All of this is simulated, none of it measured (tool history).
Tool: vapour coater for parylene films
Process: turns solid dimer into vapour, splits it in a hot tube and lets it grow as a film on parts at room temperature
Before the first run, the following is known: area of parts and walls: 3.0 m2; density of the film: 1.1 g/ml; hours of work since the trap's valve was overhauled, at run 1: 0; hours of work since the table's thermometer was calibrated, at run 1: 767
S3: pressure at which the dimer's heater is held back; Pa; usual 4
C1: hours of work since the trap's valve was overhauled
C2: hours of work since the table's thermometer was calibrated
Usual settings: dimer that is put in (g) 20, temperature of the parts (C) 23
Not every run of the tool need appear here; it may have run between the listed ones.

run 1 day=0 | dimer_that_is_put_in_(g)=20 temperature_of_the_parts_(C)=23 S3=4 | C1=0 C2=767 | thickness_of_the_film_(um)=3.01
run 2 day=1.154 | dimer_that_is_put_in_(g)=20 temperature_of_the_parts_(C)=23 S3=4 | C1=20 C2=787 | thickness_of_the_film_(um)=3.04
run 3 day=2.329 | dimer_that_is_put_in_(g)=20 temperature_of_the_parts_(C)=23 S3=4 | C1=40 C2=807 | thickness_of_the_film_(um)=3.04
run 4 day=3.625 | dimer_that_is_put_in_(g)=20 temperature_of_the_parts_(C)=23 S3=6.56 | C1=61 C2=829 | thickness_of_the_film_(um)=2.83
run 5 day=4.258 | dimer_that_is_put_in_(g)=20 temperature_of_the_parts_(C)=23 S3=6.56 | C1=72 C2=839 | thickness_of_the_film_(um)=2.8
run 6 day=5.525 | dimer_that_is_put_in_(g)=20 temperature_of_the_parts_(C)=23 S3=4 | C1=94 C2=861 | thickness_of_the_film_(um)=3.05
run 7 day=6.946 | dimer_that_is_put_in_(g)=20 temperature_of_the_parts_(C)=23 S3=4 | C1=118 C2=885 | thickness_of_the_film_(um)=3.03
run 8 day=7.662 | dimer_that_is_put_in_(g)=20 temperature_of_the_parts_(C)=33 S3=4 | C1=130 C2=897 | thickness_of_the_film_(um)=2.49
run 9 day=9.067 | dimer_that_is_put_in_(g)=20 temperature_of_the_parts_(C)=23 S3=3.84 | C1=154 C2=921 | thickness_of_the_film_(um)=3.03
run 10 day=10.046 | dimer_that_is_put_in_(g)=20 temperature_of_the_parts_(C)=23 S3=4 | C1=170 C2=937 | thickness_of_the_film_(um)=3.04
run 11 day=10.746 | dimer_that_is_put_in_(g)=11 temperature_of_the_parts_(C)=16 S3=4 | C1=182 C2=949 | thickness_of_the_film_(um)=1.9
run 12 day=11.833 | dimer_that_is_put_in_(g)=16 temperature_of_the_parts_(C)=18 S3=4.41 | C1=201 C2=968 | thickness_of_the_film_(um)=2.67
run 13 day=13.188 | dimer_that_is_put_in_(g)=17 temperature_of_the_parts_(C)=18 S3=4.41 | C1=224 C2=991 | thickness_of_the_film_(um)=2.8
run 14 day=14.596 | dimer_that_is_put_in_(g)=16 temperature_of_the_parts_(C)=23 S3=4 | C1=247 C2=1015 | thickness_of_the_film_(um)=2.43
run 15 day=16.092 | dimer_that_is_put_in_(g)=16 temperature_of_the_parts_(C)=23 S3=4 | C1=273 C2=1040 | thickness_of_the_film_(um)=2.43
run 16 day=17.604 | dimer_that_is_put_in_(g)=16 temperature_of_the_parts_(C)=23 S3=4 | C1=298 C2=1066 | thickness_of_the_film_(um)=2.42
run 17 day=18.408 | dimer_that_is_put_in_(g)=8 temperature_of_the_parts_(C)=23 S3=3.01 | C1=312 C2=1079 | thickness_of_the_film_(um)=1.28
run 18 day=19.05 | dimer_that_is_put_in_(g)=20 temperature_of_the_parts_(C)=23 S3=8.02 | C1=323 C2=1090 | thickness_of_the_film_(um)=2.72
run 19 day=20.038 | dimer_that_is_put_in_(g)=20 temperature_of_the_parts_(C)=23 S3=8.02 | C1=340 C2=1107 | thickness_of_the_film_(um)=2.71

Alternative continuations, all from the tool just after run 19; predict every row:
-- day=20.596 table's thermometer calibrated
run A day=21.029 | dimer_that_is_put_in_(g)=20 temperature_of_the_parts_(C)=23 S3=3.37 | C1=356 C2=7 | thickness_of_the_film_(um)=?
-- day=20.596 table's thermometer calibrated
run B day=21.029 | dimer_that_is_put_in_(g)=9 temperature_of_the_parts_(C)=32 S3=4 | C1=356 C2=7 | thickness_of_the_film_(um)=?
-- day=20.596 table's thermometer calibrated
run C day=21.029 | dimer_that_is_put_in_(g)=28 temperature_of_the_parts_(C)=16 S3=5.72 | C1=356 C2=7 | thickness_of_the_film_(um)=?
-- day=20.596 table's thermometer calibrated
run D day=21.029 | dimer_that_is_put_in_(g)=20 temperature_of_the_parts_(C)=23 S3=3.6 | C1=356 C2=7 | thickness_of_the_film_(um)=?

run=A thickness_of_the_film_(um)=3.09
run=B thickness_of_the_film_(um)=1.16
run=C thickness_of_the_film_(um)=4.61
run=D thickness_of_the_film_(um)=3.12
With the hidden condition removed and each run's random variation left untouched, the same runs would have given:
run=A thickness_of_the_film_(um)=3.11
run=B thickness_of_the_film_(um)=1.16
run=C thickness_of_the_film_(um)=4.64
run=D thickness_of_the_film_(um)=3.14
